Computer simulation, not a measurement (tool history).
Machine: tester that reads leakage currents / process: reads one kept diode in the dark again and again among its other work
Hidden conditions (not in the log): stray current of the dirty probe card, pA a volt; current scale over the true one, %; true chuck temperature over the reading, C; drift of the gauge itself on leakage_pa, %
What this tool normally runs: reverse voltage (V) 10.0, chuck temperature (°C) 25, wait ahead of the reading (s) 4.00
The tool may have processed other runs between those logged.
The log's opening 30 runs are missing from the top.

run,hour,reverse voltage (V),chuck temperature (°C),wait ahead of the reading (s),hours of work since the probe card was cleaned,hours of work since the tester was calibrated,hours of work since the chuck was calibrated,current that the tester gives (pA)
31,3978.3,1.7,35,4.00,350,164,320,208.12
32,4059.1,4.1,50,1.24,391,205,361,1223.58
33,4228.0,15.4,32,4.00,476,291,447,533.23
34,4409.2,5.9,30,7.14,568,383,539,268.74
35,4527.6,1.0,22,1.81,628,443,599,48.83
36,4702.9,3.8,25,0.66,717,532,688,139.18
37,4797.2,3.8,25,0.66,765,580,735,140.01
38,4974.2,1.3,25,3.08,855,669,825,78.89
39,5097.0,4.2,41,4.08,917,732,887,638.24
40,5190.5,11.5,25,0.83,965,779,935,271.83

Branching from run 40: 3 alternative next runs. What would each branch give?
A,5340.6,10.0,56,7.20,1041,855,1011,?
B,5340.6,17.4,41,2.79,1041,855,1011,?
C,5340.6,4.6,32,0.51,1041,855,1011,?

run,current that the tester gives (pA)
A,3597.67
B,1416.37
C,314.17
Without the tool's hidden state the same runs would have given:
run,current that the tester gives (pA)
A,3000.10
B,1148.67
C,251.54
